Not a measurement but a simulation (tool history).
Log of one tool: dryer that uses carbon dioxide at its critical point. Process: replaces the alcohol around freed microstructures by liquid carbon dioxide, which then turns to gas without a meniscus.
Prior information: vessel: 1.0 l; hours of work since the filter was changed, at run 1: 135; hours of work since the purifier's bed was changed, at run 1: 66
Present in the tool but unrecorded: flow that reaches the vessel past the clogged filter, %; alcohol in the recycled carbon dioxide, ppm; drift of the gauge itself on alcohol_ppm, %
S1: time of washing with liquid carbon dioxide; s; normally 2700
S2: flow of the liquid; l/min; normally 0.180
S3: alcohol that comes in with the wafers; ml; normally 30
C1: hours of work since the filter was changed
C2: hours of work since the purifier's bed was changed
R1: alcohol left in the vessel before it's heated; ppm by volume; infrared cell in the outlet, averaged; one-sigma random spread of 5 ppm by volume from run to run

Run 1, hour 0.0: usual settings; C1 135; C2 66. Result: R1 30 ppm by volume.
Run 2, hour 20.5: usual settings but S3 31 ml; C1 146; C2 78. Result: R1 29 ppm by volume.
Run 3, hour 41.2: usual settings but S3 31 ml; C1 158; C2 90. Result: R1 35 ppm by volume.
Run 4, hour 72.9: usual settings; C1 177; C2 108. Result: R1 31 ppm by volume.
Run 5, hour 107.1: usual settings; C1 196; C2 128. Result: R1 36 ppm by volume.
Run 6, hour 140.3: usual settings but S3 25 ml; C1 215; C2 147. Result: R1 33 ppm by volume.
Run 7, hour 160.5: usual settings but S3 45 ml; C1 227; C2 158. Result: R1 57 ppm by volume.
Run 8, hour 194.7: usual settings but S2 0.241 l/min, S3 45 ml; C1 246; C2 178. Result: R1 9 ppm by volume.
Run 9, hour 238.2: usual settings but S2 0.241 l/min, S3 45 ml; C1 271; C2 203. Result: R1 17 ppm by volume.
At hour 242.9: inlet filter changed.
Run 10, hour 271.0: usual settings but S2 0.241 l/min, S3 45 ml; C1 16; C2 221. Result: R1 5 ppm by volume.
Run 11, hour 303.6: usual settings but S3 22 ml; C1 35; C2 240. Result: R1 17 ppm by volume.
Run 12, hour 347.2: usual settings but S3 22 ml; C1 60; C2 265. Result: R1 28 ppm by volume.
Run 13, hour 368.1: usual settings but S3 22 ml; C1 72; C2 277. Result: R1 30 ppm by volume.
Run 14, hour 391.1: usual settings but S3 22 ml; C1 85; C2 290. Result: R1 31 ppm by volume.
Run 15, hour 418.4: usual settings but S1 2220 s, S3 27 ml; C1 101; C2 306. Result: R1 83 ppm by volume.

What does the tool deliver on the next run?
Run 16, hour 449.3: usual settings but S2 0.269 l/min, S3 50 ml; C1 118; C2 323. Result: R1 ?.

Run 16 produced R1 14 ppm by volume.
Take away the tool's hidden state, keep the run-to-run variation as it was, and the same run would have given R1 6 ppm by volume.
